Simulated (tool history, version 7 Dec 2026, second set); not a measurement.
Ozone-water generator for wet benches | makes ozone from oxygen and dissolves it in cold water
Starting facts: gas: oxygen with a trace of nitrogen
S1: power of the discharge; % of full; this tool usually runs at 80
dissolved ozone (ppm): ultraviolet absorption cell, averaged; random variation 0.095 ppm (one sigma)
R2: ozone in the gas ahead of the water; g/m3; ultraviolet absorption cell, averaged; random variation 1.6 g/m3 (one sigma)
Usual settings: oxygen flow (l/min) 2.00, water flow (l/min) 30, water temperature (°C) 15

{"run": 1, "hour": 0.0, "S1": 80, "oxygen flow (l/min)": 2.0, "water flow (l/min)": 30, "water temperature (°C)": 15, "dissolved ozone (ppm)": 10.18, "R2": 295.2}
{"run": 2, "hour": 91.3, "S1": 80, "oxygen flow (l/min)": 2.0, "water flow (l/min)": 30, "water temperature (°C)": 15, "dissolved ozone (ppm)": 10.18, "R2": 296.4}
{"run": 3, "hour": 147.9, "S1": 80, "oxygen flow (l/min)": 2.0, "water flow (l/min)": 30, "water temperature (°C)": 15, "dissolved ozone (ppm)": 10.21, "R2": 295.4}
{"run": 4, "hour": 264.6, "S1": 80, "oxygen flow (l/min)": 2.0, "water flow (l/min)": 30, "water temperature (°C)": 20, "dissolved ozone (ppm)": 9.97, "R2": 298.9}
{"run": 5, "hour": 339.8, "S1": 80, "oxygen flow (l/min)": 2.0, "water flow (l/min)": 30, "water temperature (°C)": 20, "dissolved ozone (ppm)": 9.97, "R2": 297.6}
{"run": 6, "hour": 453.5, "S1": 80, "oxygen flow (l/min)": 2.0, "water flow (l/min)": 30, "water temperature (°C)": 20, "dissolved ozone (ppm)": 9.74, "R2": 294.3}
{"run": 7, "hour": 544.0, "S1": 80, "oxygen flow (l/min)": 2.0, "water flow (l/min)": 30, "water temperature (°C)": 20, "dissolved ozone (ppm)": 9.9, "R2": 295.5}
{"run": 8, "hour": 640.6, "S1": 80, "oxygen flow (l/min)": 2.0, "water flow (l/min)": 30, "water temperature (°C)": 13, "dissolved ozone (ppm)": 10.33, "R2": 295.4}
{"run": 9, "hour": 730.8, "S1": 68, "oxygen flow (l/min)": 2.0, "water flow (l/min)": 30, "water temperature (°C)": 13, "dissolved ozone (ppm)": 9.22, "R2": 264.7}
{"run": 10, "hour": 841.1, "S1": 68, "oxygen flow (l/min)": 2.0, "water flow (l/min)": 30, "water temperature (°C)": 13, "dissolved ozone (ppm)": 9.41, "R2": 263.1}
{"run": 11, "hour": 905.9, "S1": 68, "oxygen flow (l/min)": 2.0, "water flow (l/min)": 30, "water temperature (°C)": 13, "dissolved ozone (ppm)": 9.49, "R2": 262.5}
{"run": 12, "hour": 1025.0, "S1": 87, "oxygen flow (l/min)": 2.0, "water flow (l/min)": 30, "water temperature (°C)": 15, "dissolved ozone (ppm)": 10.86, "R2": 309.1}
{"run": 13, "hour": 1097.7, "S1": 80, "oxygen flow (l/min)": 1.15, "water flow (l/min)": 30, "water temperature (°C)": 15, "dissolved ozone (ppm)": 8.81, "R2": 409.3}
{"run": 14, "hour": 1174.0, "S1": 80, "oxygen flow (l/min)": 1.15, "water flow (l/min)": 30, "water temperature (°C)": 15, "dissolved ozone (ppm)": 8.92, "R2": 413.4}
{"run": 15, "hour": 1284.6, "S1": 80, "oxygen flow (l/min)": 1.15, "water flow (l/min)": 30, "water temperature (°C)": 15, "dissolved ozone (ppm)": 8.78, "R2": 410.7}
{"run": 16, "hour": 1361.0, "S1": 80, "oxygen flow (l/min)": 1.15, "water flow (l/min)": 30, "water temperature (°C)": 15, "dissolved ozone (ppm)": 8.74, "R2": 413.2}
{"run": 17, "hour": 1463.4, "S1": 99, "oxygen flow (l/min)": 1.45, "water flow (l/min)": 30, "water temperature (°C)": 15, "dissolved ozone (ppm)": 11.08, "R2": 414.6}
{"run": 18, "hour": 1531.5, "S1": 99, "oxygen flow (l/min)": 1.45, "water flow (l/min)": 30, "water temperature (°C)": 15, "dissolved ozone (ppm)": 10.8, "R2": 410.9}
{"run": 19, "hour": 1629.9, "S1": 71, "oxygen flow (l/min)": 1.0, "water flow (l/min)": 25, "water temperature (°C)": 15, "dissolved ozone (ppm)": 9.93, "R2": 414.0}
{"run": 20, "hour": 1705.4, "S1": 71, "oxygen flow (l/min)": 1.0, "water flow (l/min)": 25, "water temperature (°C)": 15, "dissolved ozone (ppm)": 9.93, "R2": 410.4}
{"run": 21, "hour": 1772.7, "S1": 77, "oxygen flow (l/min)": 1.06, "water flow (l/min)": 39, "water temperature (°C)": 21, "dissolved ozone (ppm)": 5.81, "R2": 421.7}
{"run": 22, "hour": 1871.3, "S1": 77, "oxygen flow (l/min)": 1.06, "water flow (l/min)": 39, "water temperature (°C)": 21, "dissolved ozone (ppm)": 5.7, "R2": 420.8}
{"run": 23, "hour": 1950.5, "S1": 45, "oxygen flow (l/min)": 2.0, "water flow (l/min)": 40, "water temperature (°C)": 10, "dissolved ozone (ppm)": 4.78, "R2": 198.6}
{"run": 24, "hour": 2036.6, "S1": 45, "oxygen flow (l/min)": 2.0, "water flow (l/min)": 40, "water temperature (°C)": 10, "dissolved ozone (ppm)": 4.93, "R2": 199.4}
{"run": 25, "hour": 2113.1, "S1": 49, "oxygen flow (l/min)": 2.0, "water flow (l/min)": 30, "water temperature (°C)": 15, "dissolved ozone (ppm)": 7.15, "R2": 210.7}
{"run": 26, "hour": 2230.7, "S1": 40, "oxygen flow (l/min)": 2.0, "water flow (l/min)": 30, "water temperature (°C)": 7, "dissolved ozone (ppm)": 6.84, "R2": 182.4}
{"run": 27, "hour": 2307.5, "S1": 57, "oxygen flow (l/min)": 2.0, "water flow (l/min)": 29, "water temperature (°C)": 17, "dissolved ozone (ppm)": 8.35, "R2": 231.3}
{"run": 28, "hour": 2401.7, "S1": 57, "oxygen flow (l/min)": 1.74, "water flow (l/min)": 23, "water temperature (°C)": 17, "dissolved ozone (ppm)": 10.69, "R2": 252.2}
{"run": 29, "hour": 2505.6, "S1": 48, "oxygen flow (l/min)": 2.73, "water flow (l/min)": 30, "water temperature (°C)": 15, "dissolved ozone (ppm)": 7.74, "R2": 170.5}
{"run": 30, "hour": 2616.7, "S1": 80, "oxygen flow (l/min)": 2.0, "water flow (l/min)": 20, "water temperature (°C)": 15, "dissolved ozone (ppm)": 16.54, "R2": 292.4}
{"run": 31, "hour": 2696.4, "S1": 80, "oxygen flow (l/min)": 1.33, "water flow (l/min)": 30, "water temperature (°C)": 9, "dissolved ozone (ppm)": 9.33, "R2": 374.2}
{"run": 32, "hour": 2778.9, "S1": 80, "oxygen flow (l/min)": 1.33, "water flow (l/min)": 30, "water temperature (°C)": 9, "dissolved ozone (ppm)": 9.46, "R2": 373.0}

Alternative continuations, all from the tool just after run 32; predict every row:
{"run": "A", "hour": 2874.8, "S1": 80, "oxygen flow (l/min)": 1.33, "water flow (l/min)": 30, "water temperature (°C)": 8, "dissolved ozone (ppm)": "?", "R2": "?"}
{"run": "B", "hour": 2874.8, "S1": 66, "oxygen flow (l/min)": 1.56, "water flow (l/min)": 30, "water temperature (°C)": 17, "dissolved ozone (ppm)": "?", "R2": "?"}
{"run": "C", "hour": 2874.8, "S1": 80, "oxygen flow (l/min)": 1.37, "water flow (l/min)": 30, "water temperature (°C)": 15, "dissolved ozone (ppm)": "?", "R2": "?"}
{"run": "D", "hour": 2874.8, "S1": 80, "oxygen flow (l/min)": 2.0, "water flow (l/min)": 47, "water temperature (°C)": 15, "dissolved ozone (ppm)": "?", "R2": "?"}

run=A dissolved_ozone_(ppm)=9.41 R2=371.1
run=B dissolved_ozone_(ppm)=8.40 R2=299.4
run=C dissolved_ozone_(ppm)=9.35 R2=362.8
run=D dissolved_ozone_(ppm)=5.68 R2=290.5
Take away the tool's hidden state, keep each run's random variation, and the runs would have read:
run=A dissolved_ozone_(ppm)=9.43 R2=379.8
run=B dissolved_ozone_(ppm)=8.42 R2=306.4
run=C dissolved_ozone_(ppm)=9.37 R2=371.3
run=D dissolved_ozone_(ppm)=5.69 R2=297.3
